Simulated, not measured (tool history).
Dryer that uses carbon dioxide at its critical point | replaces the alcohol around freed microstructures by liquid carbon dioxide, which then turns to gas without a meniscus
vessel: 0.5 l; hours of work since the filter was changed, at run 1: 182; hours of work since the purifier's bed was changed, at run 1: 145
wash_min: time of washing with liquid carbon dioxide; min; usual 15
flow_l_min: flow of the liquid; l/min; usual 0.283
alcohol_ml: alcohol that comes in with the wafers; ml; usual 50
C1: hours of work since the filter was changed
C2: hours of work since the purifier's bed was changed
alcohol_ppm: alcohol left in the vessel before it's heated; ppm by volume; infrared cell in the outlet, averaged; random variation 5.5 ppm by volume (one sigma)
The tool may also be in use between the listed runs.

Run 1, hour 0.0: usual settings; C1 182; C2 145. Result: alcohol_ppm 292 ppm by volume.
Run 2, hour 17.9: usual settings; C1 189; C2 152. Result: alcohol_ppm 308 ppm by volume.
Run 3, hour 36.6: usual settings; C1 196; C2 160. Result: alcohol_ppm 313 ppm by volume.
Run 4, hour 47.3: usual settings; C1 201; C2 164. Result: alcohol_ppm 313 ppm by volume.
Run 5, hour 56.2: usual settings; C1 204; C2 168. Result: alcohol_ppm 311 ppm by volume.
Run 6, hour 69.8: usual settings; C1 209; C2 173. Result: alcohol_ppm 332 ppm by volume.
Run 7, hour 79.6: usual settings but flow_l_min 0.205 l/min; C1 213; C2 177. Result: alcohol_ppm 1502 ppm by volume.
Run 8, hour 93.7: usual settings but flow_l_min 0.205 l/min; C1 219; C2 182. Result: alcohol_ppm 1527 ppm by volume.
Run 9, hour 110.1: usual settings but flow_l_min 0.205 l/min; C1 226; C2 189. Result: alcohol_ppm 1553 ppm by volume.
Run 10, hour 126.0: usual settings but flow_l_min 0.205 l/min; C1 232; C2 195. Result: alcohol_ppm 1541 ppm by volume.
Run 11, hour 135.1: usual settings; C1 236; C2 199. Result: alcohol_ppm 358 ppm by volume.
Run 12, hour 155.9: usual settings; C1 244; C2 207. Result: alcohol_ppm 361 ppm by volume.
Run 13, hour 171.4: usual settings; C1 250; C2 213. Result: alcohol_ppm 370 ppm by volume.
Run 14, hour 188.1: usual settings; C1 257; C2 220. Result: alcohol_ppm 373 ppm by volume.
Run 15, hour 196.5: usual settings; C1 260; C2 223. Result: alcohol_ppm 388 ppm by volume.
Run 16, hour 210.9: usual settings but wash_min 13 min; C1 266; C2 229. Result: alcohol_ppm 807 ppm by volume.
Run 17, hour 224.7: usual settings but wash_min 10 min; C1 271; C2 235. Result: alcohol_ppm 2289 ppm by volume.
Run 18, hour 234.2: usual settings but wash_min 10 min; C1 275; C2 238. Result: alcohol_ppm 2343 ppm by volume.
Run 19, hour 250.2: usual settings but wash_min 10 min; C1 281; C2 245. Result: alcohol_ppm 2366 ppm by volume.
Run 20, hour 264.6: usual settings but wash_min 10 min; C1 287; C2 251. Result: alcohol_ppm 2382 ppm by volume.
Run 21, hour 278.9: usual settings; C1 293; C2 256. Result: alcohol_ppm 437 ppm by volume.
Run 22, hour 288.3: usual settings; C1 297; C2 260. Result: alcohol_ppm 425 ppm by volume.
Run 23, hour 304.7: usual settings but alcohol_ml 74 ml; C1 303; C2 267. Result: alcohol_ppm 625 ppm by volume.
Run 24, hour 318.2: usual settings but alcohol_ml 74 ml; C1 309; C2 272. Result: alcohol_ppm 626 ppm by volume.
Run 25, hour 337.7: usual settings but alcohol_ml 74 ml; C1 316; C2 280. Result: alcohol_ppm 639 ppm by volume.
Run 26, hour 346.5: usual settings but wash_min 13 min, alcohol_ml 27 ml; C1 320; C2 283. Result: alcohol_ppm 514 ppm by volume.
Run 27, hour 359.1: usual settings but wash_min 11 min, flow_l_min 0.403 l/min, alcohol_ml 23 ml; C1 325; C2 288. Result: alcohol_ppm 212 ppm by volume.
Run 28, hour 372.9: usual settings but wash_min 12 min; C1 330; C2 294. Result: alcohol_ppm 1315 ppm by volume.
Run 29, hour 386.2: usual settings but flow_l_min 0.382 l/min, alcohol_ml 89 ml; C1 336; C2 299. Result: alcohol_ppm 178 ppm by volume.
Run 30, hour 395.5: usual settings but wash_min 24 min, flow_l_min 0.231 l/min, alcohol_ml 64 ml; C1 339; C2 303. Result: alcohol_ppm 174 ppm by volume.
Run 31, hour 414.9: usual settings but wash_min 14 min, flow_l_min 0.218 l/min; C1 347; C2 310. Result: alcohol_ppm 2143 ppm by volume.

Run 32 comes next. What will it give?
Run 32, hour 434.5: usual settings but wash_min 14 min, flow_l_min 0.218 l/min; C1 355; C2 318. Result: alcohol_ppm ?.

Run 32 gave alcohol_ppm 2171 ppm by volume.
Without the tool's hidden state the same run would have given alcohol_ppm 974 ppm by volume.
